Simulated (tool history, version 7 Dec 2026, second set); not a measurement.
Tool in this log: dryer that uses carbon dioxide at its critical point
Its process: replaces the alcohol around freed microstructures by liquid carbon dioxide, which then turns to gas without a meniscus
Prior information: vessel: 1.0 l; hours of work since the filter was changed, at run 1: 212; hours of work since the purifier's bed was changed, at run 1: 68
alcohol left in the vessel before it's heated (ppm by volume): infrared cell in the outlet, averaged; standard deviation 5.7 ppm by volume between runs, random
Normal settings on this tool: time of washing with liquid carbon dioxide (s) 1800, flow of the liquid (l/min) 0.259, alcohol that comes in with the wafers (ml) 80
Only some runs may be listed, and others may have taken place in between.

run	day	time of washing with liquid carbon dioxide (s)	flow of the liquid (l/min)	alcohol that comes in with the wafers (ml)	hours of work since the filter was changed	hours of work since the purifier's bed was changed	alcohol left in the vessel before it's heated (ppm by volume)
1	0	1800	0.259	80	212	68	301
# day 0.625: inlet filter changed
2	0.775	1380	0.259	80	2	76	748
3	1.696	1380	0.259	80	11	86	754
4	2.571	1380	0.259	80	20	95	790
5	3.533	1380	0.259	80	31	105	782
6	4.2	1380	0.394	80	38	112	89
7	5.258	1800	0.263	80	49	123	205
8	6.154	1800	0.259	80	58	133	233
9	7.367	1800	0.259	80	71	145	235
10	8.05	1800	0.259	80	78	152	245
11	9.25	1800	0.425	82	91	165	47
12	10.333	1800	0.425	82	102	176	47
13	11.242	2400	0.161	80	111	186	754
14	11.788	2400	0.161	80	117	192	774
15	12.325	1560	0.247	27	123	197	257
16	13.104	1560	0.247	27	131	206	257
17	13.908	1560	0.364	85	139	214	113

Hidden state or all else? Some run-to-run changes of alcohol left in the vessel before it's heated (ppm by volume), split into what the settings, what came in and random variation would give without the hidden state, and what is left for the hidden state (with any gauge scatter that isn't in both results):
What the log doesn't record here: flow that reaches the vessel past the clogged filter, %; alcohol in the recycled carbon dioxide, ppm; drift of the gauge itself on alcohol_ppm, %.
Run 12 -> 13: time of washing with liquid carbon dioxide (s) 1800 -> 2400, flow of the liquid (l/min) 0.425 -> 0.161, alcohol that comes in with the wafers (ml) 82 -> 80. alcohol left in the vessel before it's heated (ppm by volume) +707: hidden state +133, all else +574.

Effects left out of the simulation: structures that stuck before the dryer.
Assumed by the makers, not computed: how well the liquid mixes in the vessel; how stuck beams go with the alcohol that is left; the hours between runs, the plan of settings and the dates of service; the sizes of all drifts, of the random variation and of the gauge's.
